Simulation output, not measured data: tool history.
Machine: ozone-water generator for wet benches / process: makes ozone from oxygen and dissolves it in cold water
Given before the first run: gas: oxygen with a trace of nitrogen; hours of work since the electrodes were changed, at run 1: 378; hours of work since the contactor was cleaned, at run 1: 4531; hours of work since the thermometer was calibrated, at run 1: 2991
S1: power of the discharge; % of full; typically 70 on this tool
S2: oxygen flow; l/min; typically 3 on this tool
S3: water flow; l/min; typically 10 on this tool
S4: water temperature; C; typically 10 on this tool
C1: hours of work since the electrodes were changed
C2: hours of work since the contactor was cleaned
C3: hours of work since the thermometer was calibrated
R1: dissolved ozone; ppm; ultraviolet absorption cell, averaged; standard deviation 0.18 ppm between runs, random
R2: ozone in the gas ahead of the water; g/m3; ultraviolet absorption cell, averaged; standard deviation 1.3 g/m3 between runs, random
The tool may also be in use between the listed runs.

{"run": 1, "day": 0.0, "S1": 70, "S2": 3, "S3": 10, "S4": 10, "C1": 378, "C2": 4531, "C3": 2991, "R1": 23.2, "R2": 237.5}
{"run": 2, "day": 1.104, "S1": 54, "S2": 3, "S3": 10, "S4": 10, "C1": 399, "C2": 4552, "C3": 3012, "R1": 18.1, "R2": 187.2}
{"run": 3, "day": 2.125, "S1": 54, "S2": 3, "S3": 10, "S4": 10, "C1": 419, "C2": 4572, "C3": 3032, "R1": 18.4, "R2": 187.2}
{"run": 4, "day": 3.246, "S1": 54, "S2": 3, "S3": 10, "S4": 10, "C1": 440, "C2": 4593, "C3": 3054, "R1": 18, "R2": 187.9}
{"run": 5, "day": 3.9, "S1": 70, "S2": 3, "S3": 10, "S4": 10, "C1": 453, "C2": 4606, "C3": 3066, "R1": 23.1, "R2": 234.1}
{"run": 6, "day": 4.804, "S1": 49, "S2": 3, "S3": 10, "S4": 10, "C1": 470, "C2": 4623, "C3": 3084, "R1": 16.4, "R2": 169.9}
{"run": 7, "day": 6.042, "S1": 70, "S2": 3, "S3": 10, "S4": 10, "C1": 494, "C2": 4647, "C3": 3108, "R1": 22.6, "R2": 235.8}
{"run": 8, "day": 6.733, "S1": 70, "S2": 3, "S3": 10, "S4": 10, "C1": 508, "C2": 4660, "C3": 3121, "R1": 23.2, "R2": 236.2}
{"run": 9, "day": 7.712, "S1": 70, "S2": 3.93, "S3": 7, "S4": 7, "C1": 526, "C2": 4679, "C3": 3140, "R1": 33.2, "R2": 211.1}
{"run": 10, "day": 8.325, "S1": 70, "S2": 3, "S3": 8, "S4": 10, "C1": 538, "C2": 4691, "C3": 3152, "R1": 28.4, "R2": 237.6}
{"run": 11, "day": 9.075, "S1": 70, "S2": 1.77, "S3": 10, "S4": 10, "C1": 553, "C2": 4706, "C3": 3166, "R1": 20.5, "R2": 294.7}
{"run": 12, "day": 10.062, "S1": 70, "S2": 3.15, "S3": 14, "S4": 10, "C1": 572, "C2": 4725, "C3": 3185, "R1": 16.1, "R2": 229.9}
{"run": 13, "day": 11.275, "S1": 98, "S2": 3.33, "S3": 10, "S4": 10, "C1": 595, "C2": 4748, "C3": 3208, "R1": 31.4, "R2": 304.8}
{"run": 14, "day": 11.95, "S1": 70, "S2": 3, "S3": 10, "S4": 11, "C1": 608, "C2": 4761, "C3": 3221, "R1": 22.5, "R2": 236.6}
{"run": 15, "day": 12.996, "S1": 51, "S2": 3, "S3": 15, "S4": 9, "C1": 628, "C2": 4781, "C3": 3242, "R1": 11.2, "R2": 177.5}

Branching from run 15: 5 alternative next runs. What would each branch give?
{"run": "A", "day": 13.971, "S1": 50, "S2": 4.49, "S3": 15, "S4": 6, "C1": 647, "C2": 4800, "C3": 3260, "R1": "?", "R2": "?"}
{"run": "B", "day": 13.971, "S1": 43, "S2": 2.33, "S3": 13, "S4": 9, "C1": 647, "C2": 4800, "C3": 3260, "R1": "?", "R2": "?"}
{"run": "C", "day": 13.971, "S1": 70, "S2": 3, "S3": 16, "S4": 5, "C1": 647, "C2": 4800, "C3": 3260, "R1": "?", "R2": "?"}
{"run": "D", "day": 13.971, "S1": 49, "S2": 3, "S3": 9, "S4": 7, "C1": 647, "C2": 4800, "C3": 3260, "R1": "?", "R2": "?"}
{"run": "E", "day": 13.971, "S1": 68, "S2": 3, "S3": 15, "S4": 9, "C1": 647, "C2": 4800, "C3": 3260, "R1": "?", "R2": "?"}

run=A R1=12.5 R2=147.8
run=B R1=10.8 R2=168.1
run=C R1=14.8 R2=235.5
run=D R1=19 R2=171.3
run=E R1=14.7 R2=229.3
Without the tool's hidden state the same runs would have given:
run=A R1=13.3 R2=148.8
run=B R1=11.4 R2=169
run=C R1=15.8 R2=237.9
run=D R1=20.1 R2=172.5
run=E R1=15.7 R2=231.6
